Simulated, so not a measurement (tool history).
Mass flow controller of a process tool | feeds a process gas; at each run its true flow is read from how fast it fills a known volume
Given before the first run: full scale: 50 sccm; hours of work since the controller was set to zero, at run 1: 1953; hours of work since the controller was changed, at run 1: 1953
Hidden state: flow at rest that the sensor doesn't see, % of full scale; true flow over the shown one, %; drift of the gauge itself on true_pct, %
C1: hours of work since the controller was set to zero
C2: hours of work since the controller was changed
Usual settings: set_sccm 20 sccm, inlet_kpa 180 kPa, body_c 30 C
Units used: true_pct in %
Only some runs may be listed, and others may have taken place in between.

Run 1, hour 0.0: usual settings; C1 1953; C2 1953. Result: true_pct 99.73 %.
Run 2, hour 110.2: usual settings; C1 2041; C2 2041. Result: true_pct 99.69 %.
Run 3, hour 230.6: usual settings; C1 2137; C2 2137. Result: true_pct 99.78 %.
Run 4, hour 288.5: usual settings; C1 2183; C2 2183. Result: true_pct 99.96 %.
Run 5, hour 410.6: usual settings but set_sccm 35 sccm; C1 2281; C2 2281. Result: true_pct 100.52 %.
Run 6, hour 474.0: usual settings but body_c 28 C; C1 2331; C2 2331. Result: true_pct 100.05 %.
Run 7, hour 577.9: usual settings but body_c 28 C; C1 2414; C2 2414. Result: true_pct 100.22 %.
Run 8, hour 700.7: usual settings but body_c 37 C; C1 2512; C2 2512. Result: true_pct 99.32 %.
Run 9, hour 771.3: usual settings but body_c 37 C; C1 2568; C2 2568. Result: true_pct 99.51 %.
Run 10, hour 851.1: usual settings but body_c 37 C; C1 2632; C2 2632. Result: true_pct 99.55 %.
Run 11, hour 968.1: usual settings but body_c 35 C; C1 2725; C2 2725. Result: true_pct 99.71 %.
Run 12, hour 1080.3: usual settings but body_c 21 C; C1 2815; C2 2815. Result: true_pct 101.08 %.
Run 13, hour 1150.6: usual settings but body_c 21 C; C1 2871; C2 2871. Result: true_pct 101.16 %.
Run 14, hour 1220.9: usual settings but body_c 21 C; C1 2927; C2 2927. Result: true_pct 101.17 %.
Run 15, hour 1330.5: usual settings but body_c 21 C; C1 3014; C2 3014. Result: true_pct 101.25 %.
Run 16, hour 1439.6: usual settings but body_c 21 C; C1 3101; C2 3101. Result: true_pct 101.33 %.
Run 17, hour 1544.6: usual settings but body_c 21 C; C1 3185; C2 3185. Result: true_pct 101.37 %.
Run 18, hour 1611.7: usual settings but inlet_kpa 177 kPa, body_c 21 C; C1 3239; C2 3239. Result: true_pct 101.50 %.
Run 19, hour 1717.5: usual settings but inlet_kpa 177 kPa, body_c 21 C; C1 3323; C2 3323. Result: true_pct 101.53 %.
Run 20, hour 1791.5: usual settings; C1 3382; C2 3382. Result: true_pct 100.72 %.
Run 21, hour 1904.3: usual settings; C1 3472; C2 3472. Result: true_pct 100.68 %.
Run 22, hour 1963.8: usual settings; C1 3520; C2 3520. Result: true_pct 100.79 %.
Run 23, hour 2037.2: usual settings; C1 3578; C2 3578. Result: true_pct 100.90 %.
Run 24, hour 2105.5: usual settings; C1 3633; C2 3633. Result: true_pct 100.84 %.
Run 25, hour 2184.7: usual settings; C1 3696; C2 3696. Result: true_pct 100.82 %.
Run 26, hour 2292.0: usual settings but set_sccm 11 sccm, inlet_kpa 241 kPa; C1 3781; C2 3781. Result: true_pct 100.62 %.
Run 27, hour 2423.3: usual settings but set_sccm 11 sccm, inlet_kpa 241 kPa; C1 3886; C2 3886. Result: true_pct 100.71 %.
Run 28, hour 2529.6: usual settings but set_sccm 6 sccm, inlet_kpa 195 kPa, body_c 29 C; C1 3971; C2 3971. Result: true_pct 102.00 %.
Run 29, hour 2642.2: usual settings but set_sccm 6 sccm, inlet_kpa 195 kPa, body_c 29 C; C1 4061; C2 4061. Result: true_pct 102.16 %.
Run 30, hour 2719.1: usual settings but set_sccm 6 sccm, inlet_kpa 195 kPa, body_c 29 C; C1 4122; C2 4122. Result: true_pct 102.17 %.
Run 31, hour 2818.4: usual settings but set_sccm 18 sccm, inlet_kpa 195 kPa, body_c 20 C; C1 4201; C2 4201. Result: true_pct 102.00 %.
Run 32, hour 2943.0: usual settings but set_sccm 39 sccm, inlet_kpa 185 kPa, body_c 24 C; C1 4301; C2 4301. Result: true_pct 102.43 %.
Run 33, hour 3015.9: usual settings but set_sccm 6 sccm, body_c 21 C; C1 4359; C2 4359. Result: true_pct 103.28 %.
Run 34, hour 3114.9: usual settings but set_sccm 6 sccm, body_c 21 C; C1 4438; C2 4438. Result: true_pct 103.50 %.
Run 35, hour 3240.6: usual settings but set_sccm 6 sccm, inlet_kpa 140 kPa, body_c 26 C; C1 4538; C2 4538. Result: true_pct 103.36 %.
Run 36, hour 3344.2: usual settings but set_sccm 34 sccm, inlet_kpa 216 kPa, body_c 22 C; C1 4621; C2 4621. Result: true_pct 102.54 %.
Run 37, hour 3449.3: usual settings but set_sccm 27 sccm, inlet_kpa 265 kPa, body_c 34 C; C1 4705; C2 4705. Result: true_pct 100.68 %.
Run 38, hour 3566.3: usual settings but set_sccm 36 sccm, inlet_kpa 215 kPa, body_c 40 C; C1 4798; C2 4798. Result: true_pct 101.08 %.

For run 39, what comes out?
Run 39, hour 3631.2: usual settings but set_sccm 7 sccm, inlet_kpa 275 kPa, body_c 33 C; C1 4850; C2 4850. Result: true_pct ?.

{"run 39": {"true_pct": 101.7}}
Without the tool's hidden state the same run would have given true_pct 96.49 %.
